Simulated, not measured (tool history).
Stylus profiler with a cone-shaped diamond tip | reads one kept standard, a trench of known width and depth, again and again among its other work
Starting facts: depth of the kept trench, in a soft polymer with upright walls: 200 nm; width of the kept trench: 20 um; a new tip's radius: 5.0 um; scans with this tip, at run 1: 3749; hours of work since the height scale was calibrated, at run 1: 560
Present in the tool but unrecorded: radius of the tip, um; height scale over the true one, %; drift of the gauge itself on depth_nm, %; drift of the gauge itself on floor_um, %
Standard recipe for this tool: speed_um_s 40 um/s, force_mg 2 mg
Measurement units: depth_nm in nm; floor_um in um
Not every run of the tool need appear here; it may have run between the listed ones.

run,day,speed_um_s,force_mg,scans with this tip,hours of work since the height scale was calibrated,depth_nm,floor_um
1,0,40,2,3749,560,201.46,16.8
2,1.225,40,2,3830,572,201.54,16.72
3,2.217,11,2,3895,582,201.62,16.91
4,3.467,40,2,3976,594,201.47,16.74
5,4.846,11,2,4066,607,201.57,16.81
6,5.638,11,2,4118,615,201.62,16.83
7,7.158,11,2,4218,630,201.63,16.85
8,8.212,40,2,4287,640,201.5,16.74
9,9.008,40,2,4339,648,201.67,16.66
10,10.154,40,2,4414,659,201.74,16.67
11,11.658,40,2,4512,674,201.6,16.74
12,12.792,40,4.64,4586,685,202.55,16.75
13,14.017,40,1.95,4666,697,201.56,16.66
14,15.092,40,1.4,4737,708,201.45,16.66
15,15.938,40,1.4,4792,716,201.35,16.65
16,17.529,40,1.4,4896,731,201.46,16.61
17,19.029,27,2.07,4994,746,201.6,16.73
# day 19.179: height scale calibrated on a step standard
18,20.025,138,0.73,5058,8,201.31,15.92
19,21.012,31,0.67,5123,18,201.19,16.54
# day 21.696: height scale calibrated on a step standard, once more
20,22.029,20,5.92,5188,3,202.6,16.73
21,22.792,117,2,5238,11,201.27,16.32
22,24.167,11,1.19,5328,24,201.02,16.75
23,24.992,16,1.35,5382,32,201.07,16.73
24,26.383,108,5.16,5473,46,202.5,16.55
25,27.708,51,1.57,5560,59,201.21,16.57
26,29.142,51,1.57,5653,73,201.15,16.55
27,30.412,16,1.34,5736,85,201.02,16.7
28,31.2,19,4.18,5788,93,202.27,16.72

Forecast each of these 5 alternatives for the next run:
A,32.029,54,2,5842,101,?,?
B,32.029,65,3.22,5842,101,?,?
C,32.029,109,0.74,5842,101,?,?
D,32.029,16,1.65,5842,101,?,?
E,32.029,33,1.46,5842,101,?,?

run,depth_nm,floor_um
A,201.41,16.56
B,201.79,16.55
C,200.65,16.07
D,201.26,16.69
E,201.07,16.64
Stripped of hidden state, with their random variation kept, the same runs would have yielded:
run,depth_nm,floor_um
A,201.34,17
B,201.72,16.99
C,200.58,16.51
D,201.19,17.14
E,200.99,17.08
